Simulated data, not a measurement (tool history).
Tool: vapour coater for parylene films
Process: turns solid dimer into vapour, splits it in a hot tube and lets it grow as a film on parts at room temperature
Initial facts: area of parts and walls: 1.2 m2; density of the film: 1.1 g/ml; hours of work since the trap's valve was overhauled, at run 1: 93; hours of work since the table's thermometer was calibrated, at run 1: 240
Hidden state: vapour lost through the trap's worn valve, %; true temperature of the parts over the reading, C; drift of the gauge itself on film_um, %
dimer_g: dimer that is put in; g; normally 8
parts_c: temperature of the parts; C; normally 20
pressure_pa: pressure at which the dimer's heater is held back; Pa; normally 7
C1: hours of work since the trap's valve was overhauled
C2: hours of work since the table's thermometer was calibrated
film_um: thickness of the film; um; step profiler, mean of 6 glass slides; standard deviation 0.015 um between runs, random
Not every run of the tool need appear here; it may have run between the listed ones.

{"run": 1, "hour": 0.0, "dimer_g": 8, "parts_c": 20, "pressure_pa": 7, "C1": 93, "C2": 240, "film_um": 2.68}
{"run": 2, "hour": 12.1, "dimer_g": 8, "parts_c": 20, "pressure_pa": 7, "C1": 103, "C2": 249, "film_um": 2.7}
{"run": 3, "hour": 23.2, "dimer_g": 8, "parts_c": 20, "pressure_pa": 7, "C1": 111, "C2": 258, "film_um": 2.7}
{"run": 4, "hour": 47.7, "dimer_g": 8, "parts_c": 20, "pressure_pa": 7, "C1": 130, "C2": 277, "film_um": 2.68}
{"run": 5, "hour": 70.0, "dimer_g": 8, "parts_c": 26, "pressure_pa": 7, "C1": 147, "C2": 294, "film_um": 2.3}
{"run": 6, "hour": 88.3, "dimer_g": 10, "parts_c": 26, "pressure_pa": 7, "C1": 161, "C2": 308, "film_um": 2.82}
{"run": 7, "hour": 108.6, "dimer_g": 8, "parts_c": 20, "pressure_pa": 3.33, "C1": 177, "C2": 324, "film_um": 3.04}
{"run": 8, "hour": 126.3, "dimer_g": 8, "parts_c": 20, "pressure_pa": 3.33, "C1": 191, "C2": 337, "film_um": 3.02}
{"run": 9, "hour": 139.6, "dimer_g": 8, "parts_c": 20, "pressure_pa": 3.33, "C1": 201, "C2": 348, "film_um": 3.02}
{"run": 10, "hour": 162.8, "dimer_g": 8, "parts_c": 20, "pressure_pa": 9.09, "C1": 219, "C2": 365, "film_um": 2.5}
{"run": 11, "hour": 180.3, "dimer_g": 8, "parts_c": 20, "pressure_pa": 9.09, "C1": 232, "C2": 379, "film_um": 2.51}
{"run": 12, "hour": 202.2, "dimer_g": 8, "parts_c": 20, "pressure_pa": 7, "C1": 249, "C2": 396, "film_um": 2.62}
{"run": 13, "hour": 216.7, "dimer_g": 8, "parts_c": 20, "pressure_pa": 7, "C1": 260, "C2": 407, "film_um": 2.58}
{"run": 14, "hour": 243.1, "dimer_g": 8, "parts_c": 20, "pressure_pa": 7, "C1": 281, "C2": 427, "film_um": 2.61}
{"hour": 257.3, "done": "trap's valve overhauled"}
{"run": 15, "hour": 265.7, "dimer_g": 8, "parts_c": 20, "pressure_pa": 7, "C1": 6, "C2": 441, "film_um": 2.5}
{"run": 16, "hour": 288.3, "dimer_g": 10, "parts_c": 18, "pressure_pa": 7.01, "C1": 24, "C2": 459, "film_um": 3.25}
{"hour": 298.9, "done": "trap's valve overhauled, once more"}
{"run": 17, "hour": 303.0, "dimer_g": 8, "parts_c": 23, "pressure_pa": 8.4, "C1": 3, "C2": 467, "film_um": 2.43}
{"run": 18, "hour": 326.4, "dimer_g": 8, "parts_c": 12, "pressure_pa": 2.44, "C1": 21, "C2": 485, "film_um": 4.06}
{"run": 19, "hour": 350.2, "dimer_g": 13, "parts_c": 30, "pressure_pa": 7, "C1": 39, "C2": 503, "film_um": 3.38}
{"run": 20, "hour": 369.7, "dimer_g": 8, "parts_c": 17, "pressure_pa": 7, "C1": 54, "C2": 518, "film_um": 2.92}
{"run": 21, "hour": 388.6, "dimer_g": 8, "parts_c": 17, "pressure_pa": 7, "C1": 69, "C2": 533, "film_um": 2.91}
{"run": 22, "hour": 402.6, "dimer_g": 8, "parts_c": 17, "pressure_pa": 7, "C1": 80, "C2": 544, "film_um": 2.9}
{"run": 23, "hour": 427.3, "dimer_g": 3, "parts_c": 20, "pressure_pa": 7.86, "C1": 99, "C2": 563, "film_um": 0.96}
{"run": 24, "hour": 449.5, "dimer_g": 8, "parts_c": 12, "pressure_pa": 7, "C1": 116, "C2": 580, "film_um": 3.29}
{"run": 25, "hour": 468.0, "dimer_g": 3, "parts_c": 12, "pressure_pa": 7, "C1": 130, "C2": 594, "film_um": 1.24}
{"run": 26, "hour": 488.5, "dimer_g": 6, "parts_c": 20, "pressure_pa": 7, "C1": 146, "C2": 610, "film_um": 1.98}
{"run": 27, "hour": 511.9, "dimer_g": 6, "parts_c": 12, "pressure_pa": 2.45, "C1": 164, "C2": 628, "film_um": 2.98}

Measured result minus the same run's result without the hidden state. Both carry the same run-to-run variation, though not necessarily the same gauge scatter:
run=1 film_um=-0.1
run=2 film_um=-0.09
run=3 film_um=-0.1
run=4 film_um=-0.11
run=5 film_um=-0.11
run=6 film_um=-0.14
run=7 film_um=-0.16
run=8 film_um=-0.17
run=9 film_um=-0.18
run=10 film_um=-0.16
run=11 film_um=-0.16
run=12 film_um=-0.17
run=13 film_um=-0.19
run=14 film_um=-0.19
run=15 film_um=-0.29
run=16 film_um=-0.4
run=17 film_um=-0.06
run=18 film_um=-0.11
run=19 film_um=-0.1
run=20 film_um=-0.1
run=21 film_um=-0.11
run=22 film_um=-0.11
run=23 film_um=-0.04
run=24 film_um=-0.15
run=25 film_um=-0.06
run=26 film_um=-0.11
run=27 film_um=-0.17

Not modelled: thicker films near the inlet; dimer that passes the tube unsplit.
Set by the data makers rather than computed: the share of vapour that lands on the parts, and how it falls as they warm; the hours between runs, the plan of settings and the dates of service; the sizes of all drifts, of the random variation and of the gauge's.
